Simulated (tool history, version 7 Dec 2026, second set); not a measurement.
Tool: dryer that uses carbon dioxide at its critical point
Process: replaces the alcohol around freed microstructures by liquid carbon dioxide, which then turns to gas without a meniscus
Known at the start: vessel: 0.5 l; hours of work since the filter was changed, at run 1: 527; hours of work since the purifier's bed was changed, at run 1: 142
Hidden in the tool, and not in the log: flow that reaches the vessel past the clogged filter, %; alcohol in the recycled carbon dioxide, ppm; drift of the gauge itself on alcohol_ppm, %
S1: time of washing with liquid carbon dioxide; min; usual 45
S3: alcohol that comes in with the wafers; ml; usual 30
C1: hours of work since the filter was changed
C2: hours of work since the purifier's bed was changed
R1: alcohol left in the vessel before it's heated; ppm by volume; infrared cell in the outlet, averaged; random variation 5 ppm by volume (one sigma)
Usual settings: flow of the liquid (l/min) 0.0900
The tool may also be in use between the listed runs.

Run 1, hour 0.0: usual settings; C1 527; C2 142. Result: R1 120 ppm by volume.
Run 2, hour 9.0: usual settings; C1 532; C2 146. Result: R1 118 ppm by volume.
Run 3, hour 24.8: usual settings but S3 50 ml; C1 540; C2 155. Result: R1 186 ppm by volume.
Run 4, hour 34.3: usual settings; C1 545; C2 160. Result: R1 130 ppm by volume.
Run 5, hour 45.7: usual settings; C1 551; C2 166. Result: R1 121 ppm by volume.
Run 6, hour 61.1: usual settings; C1 559; C2 174. Result: R1 124 ppm by volume.
At hour 68.5: inlet filter changed.
Run 7, hour 79.4: usual settings; C1 6; C2 183. Result: R1 76 ppm by volume.
Run 8, hour 94.0: usual settings but S3 57 ml; C1 14; C2 191. Result: R1 121 ppm by volume.
Run 9, hour 111.2: usual settings but S1 34 min, flow of the liquid (l/min) 0.1396, S3 92 ml; C1 23; C2 200. Result: R1 63 ppm by volume.
Run 10, hour 127.2: usual settings but flow of the liquid (l/min) 0.0774; C1 31; C2 209. Result: R1 171 ppm by volume.
Run 11, hour 143.9: usual settings but flow of the liquid (l/min) 0.0899, S3 80 ml; C1 40; C2 218. Result: R1 160 ppm by volume.
Run 12, hour 159.8: usual settings but S1 37 min, S3 53 ml; C1 49; C2 226. Result: R1 330 ppm by volume.
Run 13, hour 167.8: usual settings but flow of the liquid (l/min) 0.1229, S3 118 ml; C1 53; C2 230. Result: R1 60 ppm by volume.
Run 14, hour 185.2: usual settings but flow of the liquid (l/min) 0.1229, S3 55 ml; C1 62; C2 240. Result: R1 62 ppm by volume.
Run 15, hour 195.2: usual settings but S1 55 min, S3 65 ml; C1 68; C2 245. Result: R1 75 ppm by volume.

Hidden state at the last listed run before each entry between runs and at the first one after, where it differs:
Between runs 6 and 7: inlet filter changed (hour 68.5)
  flow that reaches the vessel past the clogged filter, %: 89.2 -> 99.8; alcohol in the recycled carbon dioxide, ppm: 38.1 -> 39.7
  measured less the result without the state, R1: +79 -> +35 ppm by volume

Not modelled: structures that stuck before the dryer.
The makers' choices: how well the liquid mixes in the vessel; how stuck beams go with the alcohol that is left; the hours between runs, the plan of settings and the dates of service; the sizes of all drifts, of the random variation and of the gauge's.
